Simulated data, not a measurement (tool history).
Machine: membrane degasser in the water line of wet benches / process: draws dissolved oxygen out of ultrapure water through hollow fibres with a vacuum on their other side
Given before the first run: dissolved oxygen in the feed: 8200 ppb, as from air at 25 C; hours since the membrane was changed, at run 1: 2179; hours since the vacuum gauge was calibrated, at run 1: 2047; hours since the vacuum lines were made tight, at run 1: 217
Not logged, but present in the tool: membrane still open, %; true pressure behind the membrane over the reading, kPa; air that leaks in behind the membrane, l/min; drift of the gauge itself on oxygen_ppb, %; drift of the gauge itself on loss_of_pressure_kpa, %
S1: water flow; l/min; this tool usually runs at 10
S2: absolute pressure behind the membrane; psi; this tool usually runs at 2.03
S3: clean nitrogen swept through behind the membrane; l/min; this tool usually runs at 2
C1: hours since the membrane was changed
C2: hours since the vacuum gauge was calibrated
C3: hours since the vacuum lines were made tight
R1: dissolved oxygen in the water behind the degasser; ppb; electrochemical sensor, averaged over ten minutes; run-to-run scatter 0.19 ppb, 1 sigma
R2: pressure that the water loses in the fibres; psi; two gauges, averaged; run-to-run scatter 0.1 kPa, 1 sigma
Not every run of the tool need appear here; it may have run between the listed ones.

{"run": 1, "hour": 0.0, "S1": 10, "S2": 2.03, "S3": 2, "C1": 2179, "C2": 2047, "C3": 217, "R1": 133.7, "R2": 6.564}
{"run": 2, "hour": 32.5, "S1": 10, "S2": 2.03, "S3": 2, "C1": 2211, "C2": 2079, "C3": 250, "R1": 134.1, "R2": 6.56}
{"run": 3, "hour": 64.3, "S1": 10, "S2": 2.03, "S3": 2, "C1": 2243, "C2": 2111, "C3": 282, "R1": 134.1, "R2": 6.572}
{"run": 4, "hour": 96.6, "S1": 11, "S2": 2.03, "S3": 2, "C1": 2275, "C2": 2144, "C3": 314, "R1": 149.1, "R2": 7.197}
{"run": 5, "hour": 134.6, "S1": 11, "S2": 2.03, "S3": 2, "C1": 2313, "C2": 2182, "C3": 352, "R1": 149.3, "R2": 7.214}
{"run": 6, "hour": 189.4, "S1": 10, "S2": 2.03, "S3": 2, "C1": 2368, "C2": 2236, "C3": 407, "R1": 134.1, "R2": 6.544}
{"run": 7, "hour": 215.8, "S1": 10, "S2": 1.48, "S3": 2, "C1": 2395, "C2": 2263, "C3": 433, "R1": 89.2, "R2": 6.55}
{"hour": 221.1, "done": "vacuum gauge calibrated"}
{"run": 8, "hour": 242.5, "S1": 10, "S2": 1.48, "S3": 1.7, "C1": 2421, "C2": 21, "C3": 459, "R1": 103.9, "R2": 6.563}
{"run": 9, "hour": 288.9, "S1": 10, "S2": 2.03, "S3": 2, "C1": 2467, "C2": 68, "C3": 506, "R1": 134.5, "R2": 6.548}
{"run": 10, "hour": 324.5, "S1": 10, "S2": 1.75, "S3": 2, "C1": 2503, "C2": 103, "C3": 541, "R1": 112, "R2": 6.557}
{"run": 11, "hour": 377.7, "S1": 10, "S2": 1.75, "S3": 2, "C1": 2556, "C2": 157, "C3": 594, "R1": 112.5, "R2": 6.556}
{"hour": 400.3, "done": "vacuum gauge calibrated, once more"}
{"run": 12, "hour": 417.0, "S1": 10, "S2": 1.75, "S3": 2, "C1": 2595, "C2": 17, "C3": 633, "R1": 110.5, "R2": 6.576}
{"run": 13, "hour": 451.0, "S1": 10, "S2": 1.75, "S3": 2, "C1": 2629, "C2": 51, "C3": 667, "R1": 110.6, "R2": 6.566}
{"run": 14, "hour": 476.2, "S1": 10, "S2": 1.89, "S3": 2, "C1": 2654, "C2": 76, "C3": 692, "R1": 121.1, "R2": 6.546}
{"run": 15, "hour": 519.5, "S1": 10, "S2": 1.89, "S3": 2, "C1": 2697, "C2": 119, "C3": 736, "R1": 121.5, "R2": 6.56}
{"run": 16, "hour": 545.7, "S1": 9, "S2": 1.89, "S3": 2, "C1": 2723, "C2": 145, "C3": 762, "R1": 108.6, "R2": 5.893}
{"run": 17, "hour": 584.2, "S1": 7, "S2": 1.65, "S3": 2.02, "C1": 2762, "C2": 184, "C3": 800, "R1": 70.2, "R2": 4.593}
{"run": 18, "hour": 637.4, "S1": 7, "S2": 1.65, "S3": 2.02, "C1": 2815, "C2": 237, "C3": 854, "R1": 70, "R2": 4.596}
{"run": 19, "hour": 687.5, "S1": 15, "S2": 2.03, "S3": 2, "C1": 2865, "C2": 287, "C3": 904, "R1": 218.2, "R2": 9.857}
{"run": 20, "hour": 720.3, "S1": 8, "S2": 3.89, "S3": 1.34, "C1": 2898, "C2": 320, "C3": 937, "R1": 331.3, "R2": 5.221}
{"run": 21, "hour": 763.2, "S1": 10, "S2": 1.78, "S3": 2.77, "C1": 2941, "C2": 363, "C3": 979, "R1": 83.6, "R2": 6.567}
{"run": 22, "hour": 798.2, "S1": 13, "S2": 4.19, "S3": 2, "C1": 2976, "C2": 398, "C3": 1014, "R1": 399, "R2": 8.556}
{"run": 23, "hour": 844.3, "S1": 13, "S2": 4.19, "S3": 2, "C1": 3022, "C2": 444, "C3": 1061, "R1": 401.2, "R2": 8.535}
{"run": 24, "hour": 873.5, "S1": 13, "S2": 4.19, "S3": 2, "C1": 3051, "C2": 473, "C3": 1090, "R1": 400.1, "R2": 8.544}
{"run": 25, "hour": 922.4, "S1": 11, "S2": 4.61, "S3": 3.64, "C1": 3100, "C2": 522, "C3": 1139, "R1": 214.9, "R2": 7.223}

Here are 4 independent what-if runs from the current tool condition. What would each one return?
{"run": "A", "hour": 949.1, "S1": 12, "S2": 4.61, "S3": 3.64, "C1": 3127, "C2": 549, "C3": 1165, "R1": "?", "R2": "?"}
{"run": "B", "hour": 949.1, "S1": 11, "S2": 4.61, "S3": 3.6, "C1": 3127, "C2": 549, "C3": 1165, "R1": "?", "R2": "?"}
{"run": "C", "hour": 949.1, "S1": 10, "S2": 1.97, "S3": 2, "C1": 3127, "C2": 549, "C3": 1165, "R1": "?", "R2": "?"}
{"run": "D", "hour": 949.1, "S1": 15, "S2": 2.03, "S3": 2, "C1": 3127, "C2": 549, "C3": 1165, "R1": "?", "R2": "?"}

run=A R1=236.7 R2=7.899
run=B R1=217 R2=7.227
run=C R1=128.9 R2=6.605
run=D R1=218.6 R2=9.873
Stripped of hidden state, with their random variation kept, the same runs would have yielded:
run=A R1=235.4 R2=7.786
run=B R1=215.9 R2=7.123
run=C R1=128.2 R2=6.509
run=D R1=216 R2=9.731
